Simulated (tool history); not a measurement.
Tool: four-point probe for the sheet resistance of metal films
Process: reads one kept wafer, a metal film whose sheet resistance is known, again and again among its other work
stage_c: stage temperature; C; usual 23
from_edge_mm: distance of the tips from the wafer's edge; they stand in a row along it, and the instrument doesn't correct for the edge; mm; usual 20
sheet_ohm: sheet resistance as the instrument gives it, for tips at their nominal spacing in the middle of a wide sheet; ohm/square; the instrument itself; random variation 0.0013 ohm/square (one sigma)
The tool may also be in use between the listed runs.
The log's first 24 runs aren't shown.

run,hour,stage_c,from_edge_mm,sheet_ohm
25,1516.7,27,5,6.874678
26,1601.1,27,5,6.875057
27,1635.6,20,20,6.752319
28,1710.9,30,69,6.734294
29,1757.2,30,69,6.735733
30,1832,30,69,6.735989
31,1897.5,27,5,6.882985
32,1938.9,28,4,6.960728

Forecast each of these 3 alternatives for the next run:
A,1993.2,27,4,?
B,1993.2,24,21,?
C,1993.2,35,28,?

run,sheet_ohm
A,6.959193
B,6.754513
C,6.738912
Without the tool's hidden state the same runs would have given:
run,sheet_ohm
A,6.946598
B,6.742328
C,6.726413
